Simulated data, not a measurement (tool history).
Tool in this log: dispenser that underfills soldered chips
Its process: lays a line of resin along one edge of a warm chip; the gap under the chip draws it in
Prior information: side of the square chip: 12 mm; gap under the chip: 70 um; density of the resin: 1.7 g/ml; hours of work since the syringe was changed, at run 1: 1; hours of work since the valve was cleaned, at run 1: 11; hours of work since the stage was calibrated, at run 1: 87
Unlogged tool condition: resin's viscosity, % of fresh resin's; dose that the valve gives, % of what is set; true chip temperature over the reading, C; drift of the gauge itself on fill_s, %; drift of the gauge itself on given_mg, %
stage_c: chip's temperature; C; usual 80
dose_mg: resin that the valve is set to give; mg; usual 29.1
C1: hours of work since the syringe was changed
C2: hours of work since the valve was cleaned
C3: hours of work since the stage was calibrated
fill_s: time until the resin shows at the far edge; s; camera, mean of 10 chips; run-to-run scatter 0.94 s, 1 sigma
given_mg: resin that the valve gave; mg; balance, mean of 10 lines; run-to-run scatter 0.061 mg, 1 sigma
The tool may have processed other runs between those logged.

run 1 hour=0 | stage_c=80 dose_mg=29.1 | C1=1 C2=11 C3=87 | fill_s=89.8 given_mg=29.01
run 2 hour=4.1 | stage_c=80 dose_mg=29.1 | C1=4 C2=14 C3=90 | fill_s=95.6 given_mg=29
-- hour=7.3 new syringe of resin
run 3 hour=8.6 | stage_c=80 dose_mg=29.1 | C1=1 C2=17 C3=93 | fill_s=90.6 given_mg=29.03
run 4 hour=12.8 | stage_c=80 dose_mg=29.1 | C1=4 C2=21 C3=96 | fill_s=98.5 given_mg=28.88
-- hour=15.7 new syringe of resin
run 5 hour=18.3 | stage_c=80 dose_mg=29.1 | C1=2 C2=25 C3=100 | fill_s=94 given_mg=28.88
-- hour=24.1 new syringe of resin
run 6 hour=26.2 | stage_c=80 dose_mg=29.1 | C1=2 C2=31 C3=106 | fill_s=91.1 given_mg=28.84
-- hour=32.4 new syringe of resin
run 7 hour=32.4 | stage_c=80 dose_mg=29.1 | C1=0 C2=35 C3=111 | fill_s=86.8 given_mg=28.81
run 8 hour=36.9 | stage_c=80 dose_mg=29.1 | C1=4 C2=39 C3=114 | fill_s=94.9 given_mg=28.77
-- hour=40.9 new syringe of resin
-- hour=42.9 dispensing valve cleaned and set on the balance
run 9 hour=42.9 | stage_c=80 dose_mg=29.1 | C1=1 C2=0 C3=118 | fill_s=89.3 given_mg=29.11
run 10 hour=47.7 | stage_c=80 dose_mg=32.2 | C1=4 C2=4 C3=121 | fill_s=101.1 given_mg=32.05
-- hour=50.2 new syringe of resin
run 11 hour=52.6 | stage_c=80 dose_mg=32.2 | C1=2 C2=7 C3=125 | fill_s=93.8 given_mg=32.13
run 12 hour=57.2 | stage_c=80 dose_mg=32.2 | C1=5 C2=11 C3=128 | fill_s=101.8 given_mg=31.96
-- hour=58.2 new syringe of resin
-- hour=66.4 new syringe of resin
run 13 hour=67.3 | stage_c=80 dose_mg=32.5 | C1=1 C2=18 C3=136 | fill_s=87.2 given_mg=32.25
-- hour=74.7 new syringe of resin
run 14 hour=77.4 | stage_c=80 dose_mg=32.5 | C1=2 C2=26 C3=143 | fill_s=90.5 given_mg=32.23
run 15 hour=81.8 | stage_c=78 dose_mg=29.1 | C1=5 C2=29 C3=147 | fill_s=112.2 given_mg=28.78
-- hour=83.4 new syringe of resin
-- hour=92 new syringe of resin
run 16 hour=92 | stage_c=78 dose_mg=29.1 | C1=0 C2=36 C3=154 | fill_s=92.4 given_mg=28.77
-- hour=100.1 new syringe of resin
-- hour=101.1 dispensing valve cleaned and set on the balance
run 17 hour=102.3 | stage_c=80 dose_mg=29.1 | C1=1 C2=1 C3=161 | fill_s=88.1 given_mg=29.14
run 18 hour=108.6 | stage_c=80 dose_mg=29.1 | C1=6 C2=6 C3=166 | fill_s=103.1 given_mg=29.07
-- hour=109.7 new syringe of resin
-- hour=118.1 new syringe of resin
run 19 hour=118.2 | stage_c=83 dose_mg=26.8 | C1=0 C2=13 C3=173 | fill_s=77.2 given_mg=26.74
run 20 hour=123.8 | stage_c=72 dose_mg=25.6 | C1=4 C2=17 C3=177 | fill_s=144.4 given_mg=25.64
-- hour=126.5 new syringe of resin
run 21 hour=133.2 | stage_c=67 dose_mg=26.1 | C1=5 C2=24 C3=184 | fill_s=178.2 given_mg=26.02
-- hour=134.7 new syringe of resin
run 22 hour=139.6 | stage_c=87 dose_mg=24.8 | C1=4 C2=29 C3=189 | fill_s=74.5 given_mg=24.73
-- hour=143.1 new syringe of resin
run 23 hour=148.1 | stage_c=93 dose_mg=29.5 | C1=4 C2=35 C3=195 | fill_s=55.9 given_mg=29.27
-- hour=151.6 new syringe of resin
-- hour=158.4 dispensing valve cleaned and set on the balance
run 24 hour=158.4 | stage_c=93 dose_mg=29.5 | C1=4 C2=0 C3=202 | fill_s=56.4 given_mg=29.4
-- hour=160.6 new syringe of resin
run 25 hour=165.6 | stage_c=80 dose_mg=34 | C1=4 C2=5 C3=207 | fill_s=96.5 given_mg=33.95
-- hour=169 new syringe of resin
run 26 hour=174.6 | stage_c=78 dose_mg=34 | C1=4 C2=12 C3=214 | fill_s=101.7 given_mg=33.97
-- hour=177.2 new syringe of resin
run 27 hour=182.8 | stage_c=78 dose_mg=34.2 | C1=4 C2=18 C3=220 | fill_s=105.2 given_mg=33.97
-- hour=185.7 new syringe of resin
run 28 hour=189.9 | stage_c=89 dose_mg=25.5 | C1=3 C2=23 C3=225 | fill_s=65.5 given_mg=25.36
-- hour=194 new syringe of resin
run 29 hour=199.9 | stage_c=74 dose_mg=34.1 | C1=5 C2=31 C3=233 | fill_s=126.9 given_mg=33.73
-- hour=202.7 new syringe of resin
run 30 hour=209.8 | stage_c=74 dose_mg=34.1 | C1=5 C2=38 C3=240 | fill_s=128.8 given_mg=33.77
-- hour=210.9 new syringe of resin
-- hour=216 dispensing valve cleaned and set on the balance
run 31 hour=216.2 | stage_c=74 dose_mg=34.1 | C1=3 C2=0 C3=244 | fill_s=119.5 given_mg=34.18
-- hour=220 new syringe of resin
run 32 hour=220.6 | stage_c=88 dose_mg=37.7 | C1=0 C2=3 C3=247 | fill_s=61.9 given_mg=37.8
run 33 hour=226.4 | stage_c=74 dose_mg=36.3 | C1=5 C2=8 C3=252 | fill_s=124.3 given_mg=36.29
-- hour=228.7 new syringe of resin
run 34 hour=234.7 | stage_c=74 dose_mg=36.3 | C1=5 C2=14 C3=258 | fill_s=124.7 given_mg=36.09
-- hour=236.7 new syringe of resin
run 35 hour=242.1 | stage_c=82 dose_mg=35.4 | C1=4 C2=19 C3=263 | fill_s=86.1 given_mg=35.16

Some steps in fill_s, run to run, broken into two amounts with sign: the step expected even without the hidden condition (settings, incoming material, random variation), and the rest, left for the hidden condition together with whatever gauge scatter is not in both the measured and the hidden-condition-free result:
Run 12 -> 13: dose_mg 32.2 -> 32.5, new syringe of resin, new syringe of resin. fill_s -14.6 s: hidden state -14.4, all else -0.2.
Run 15 -> 16: new syringe of resin, new syringe of resin. fill_s -19.8 s: hidden state -16.7, all else -3.1.
Run 19 -> 20: stage_c 83 -> 72, dose_mg 26.8 -> 25.6. fill_s +67.2 s: hidden state +16.5, all else +50.7.
Run 21 -> 22: stage_c 67 -> 87, dose_mg 26.1 -> 24.8, new syringe of resin. fill_s -103.7 s: hidden state -12.7, all else -91.
Run 32 -> 33: stage_c 88 -> 74, dose_mg 37.7 -> 36.3. fill_s +62.4 s: hidden state +14.3, all else +48.1.

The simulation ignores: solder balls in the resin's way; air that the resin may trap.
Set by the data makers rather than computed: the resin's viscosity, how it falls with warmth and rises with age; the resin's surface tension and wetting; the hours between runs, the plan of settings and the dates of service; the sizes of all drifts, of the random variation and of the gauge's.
